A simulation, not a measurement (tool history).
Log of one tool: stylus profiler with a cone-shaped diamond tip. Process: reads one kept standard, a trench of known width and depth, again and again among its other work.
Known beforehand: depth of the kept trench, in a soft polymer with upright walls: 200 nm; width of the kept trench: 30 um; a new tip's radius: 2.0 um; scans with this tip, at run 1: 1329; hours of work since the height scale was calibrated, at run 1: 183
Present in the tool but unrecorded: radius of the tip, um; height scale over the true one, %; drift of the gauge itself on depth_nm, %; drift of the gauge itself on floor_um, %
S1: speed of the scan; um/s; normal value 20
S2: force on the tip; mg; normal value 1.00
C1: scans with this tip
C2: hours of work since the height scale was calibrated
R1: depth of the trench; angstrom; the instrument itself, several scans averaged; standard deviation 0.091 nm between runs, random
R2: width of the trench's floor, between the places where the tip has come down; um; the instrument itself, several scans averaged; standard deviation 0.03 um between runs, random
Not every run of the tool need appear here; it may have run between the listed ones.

run 1 hour=0.0 | S1=20 S2=1.00 | C1=1329 C2=183 | R1=2014.0 R2=28.00
run 2 hour=38.9 | S1=20 S2=1.00 | C1=1540 C2=212 | R1=2014.6 R2=27.96
run 3 hour=74.8 | S1=20 S2=1.00 | C1=1734 C2=238 | R1=2011.8 R2=27.92
run 4 hour=100.9 | S1=20 S2=1.00 | C1=1876 C2=258 | R1=2013.7 R2=27.92
run 5 hour=140.0 | S1=20 S2=1.00 | C1=2088 C2=287 | R1=2013.0 R2=27.93
run 6 hour=182.3 | S1=20 S2=1.00 | C1=2317 C2=319 | R1=2015.5 R2=27.82
run 7 hour=204.1 | S1=20 S2=0.42 | C1=2436 C2=335 | R1=2005.9 R2=27.81
run 8 hour=223.8 | S1=20 S2=1.00 | C1=2542 C2=350 | R1=2014.4 R2=27.84
run 9 hour=262.8 | S1=20 S2=1.00 | C1=2753 C2=379 | R1=2012.8 R2=27.87
run 10 hour=303.1 | S1=20 S2=1.00 | C1=2972 C2=409 | R1=2013.7 R2=27.80
run 11 hour=350.7 | S1=20 S2=1.00 | C1=3230 C2=444 | R1=2012.0 R2=27.75
run 12 hour=375.5 | S1=20 S2=1.00 | C1=3364 C2=463 | R1=2014.0 R2=27.79
run 13 hour=407.8 | S1=20 S2=1.00 | C1=3540 C2=487 | R1=2012.7 R2=27.73
run 14 hour=442.1 | S1=20 S2=1.00 | C1=3725 C2=512 | R1=2011.5 R2=27.74
run 15 hour=462.0 | S1=20 S2=1.00 | C1=3833 C2=527 | R1=2011.5 R2=27.68
run 16 hour=488.6 | S1=20 S2=1.00 | C1=3977 C2=547 | R1=2013.3 R2=27.73
run 17 hour=512.7 | S1=20 S2=1.00 | C1=4108 C2=565 | R1=2012.5 R2=27.72
run 18 hour=552.8 | S1=20 S2=1.00 | C1=4325 C2=595 | R1=2013.4 R2=27.72
run 19 hour=594.0 | S1=20 S2=1.00 | C1=4549 C2=625 | R1=2009.6 R2=27.76
-- hour=598.5 height scale calibrated on a step standard
run 20 hour=618.4 | S1=20 S2=1.00 | C1=4678 C2=15 | R1=2012.2 R2=27.67
run 21 hour=666.5 | S1=20 S2=1.00 | C1=4939 C2=51 | R1=2010.8 R2=27.67
-- hour=708.2 height scale calibrated on a step standard, once more
run 22 hour=713.7 | S1=12 S2=1.00 | C1=5192 C2=4 | R1=2015.7 R2=27.73
run 23 hour=754.6 | S1=12 S2=1.00 | C1=5414 C2=35 | R1=2017.1 R2=27.65
run 24 hour=787.5 | S1=15 S2=1.37 | C1=5592 C2=59 | R1=2019.9 R2=27.68
run 25 hour=823.9 | S1=9 S2=0.36 | C1=5789 C2=86 | R1=2006.3 R2=27.58
run 26 hour=856.7 | S1=9 S2=1.19 | C1=5967 C2=111 | R1=2017.3 R2=27.67
run 27 hour=881.3 | S1=9 S2=1.19 | C1=6100 C2=129 | R1=2015.3 R2=27.69
run 28 hour=915.4 | S1=9 S2=1.19 | C1=6285 C2=154 | R1=2015.8 R2=27.58
run 29 hour=952.3 | S1=9 S2=1.19 | C1=6485 C2=182 | R1=2016.8 R2=27.59
run 30 hour=980.5 | S1=8 S2=1.49 | C1=6638 C2=203 | R1=2018.9 R2=27.64
run 31 hour=1002.9 | S1=8 S2=1.49 | C1=6760 C2=220 | R1=2018.6 R2=27.61
run 32 hour=1030.3 | S1=24 S2=1.08 | C1=6908 C2=240 | R1=2012.7 R2=27.45
run 33 hour=1059.8 | S1=24 S2=1.08 | C1=7068 C2=262 | R1=2015.5 R2=27.44
run 34 hour=1104.1 | S1=40 S2=0.50 | C1=7308 C2=295 | R1=2007.7 R2=27.21
run 35 hour=1148.1 | S1=40 S2=0.50 | C1=7546 C2=328 | R1=2007.5 R2=27.19
run 36 hour=1178.1 | S1=40 S2=0.50 | C1=7709 C2=350 | R1=2009.2 R2=27.22
run 37 hour=1208.1 | S1=29 S2=0.90 | C1=7872 C2=372 | R1=2013.9 R2=27.40
run 38 hour=1235.6 | S1=5 S2=0.54 | C1=8021 C2=393 | R1=2006.7 R2=27.47
run 39 hour=1281.4 | S1=5 S2=0.54 | C1=8269 C2=427 | R1=2008.0 R2=27.48
run 40 hour=1313.8 | S1=47 S2=0.51 | C1=8444 C2=451 | R1=2006.5 R2=27.06
run 41 hour=1356.9 | S1=47 S2=0.51 | C1=8678 C2=483 | R1=2007.8 R2=27.06
run 42 hour=1378.3 | S1=50 S2=0.64 | C1=8794 C2=499 | R1=2008.0 R2=27.00
run 43 hour=1413.1 | S1=50 S2=0.64 | C1=8983 C2=525 | R1=2010.2 R2=27.05
run 44 hour=1449.6 | S1=50 S2=0.64 | C1=9181 C2=552 | R1=2009.2 R2=27.06
run 45 hour=1493.2 | S1=50 S2=0.64 | C1=9417 C2=585 | R1=2008.1 R2=26.98

Consider 4 possible next runs. They are alternatives, not a sequence: every one starts from the tool as it was left by run 45. What does each give?
run A hour=1539.1 | S1=18 S2=0.98 | C1=9666 C2=619 | R1=? R2=?
run B hour=1539.1 | S1=14 S2=1.09 | C1=9666 C2=619 | R1=? R2=?
run C hour=1539.1 | S1=50 S2=0.86 | C1=9666 C2=619 | R1=? R2=?
run D hour=1539.1 | S1=44 S2=2.28 | C1=9666 C2=619 | R1=? R2=?

run=A R1=2011.8 R2=27.33
run=B R1=2014.2 R2=27.35
run=C R1=2008.9 R2=27.07
run=D R1=2023.5 R2=27.24
Stripped of hidden state, with their random variation kept, the same runs would have yielded:
run=A R1=2015.5 R2=28.16
run=B R1=2018.0 R2=28.18
run=C R1=2012.7 R2=27.89
run=D R1=2027.3 R2=28.06
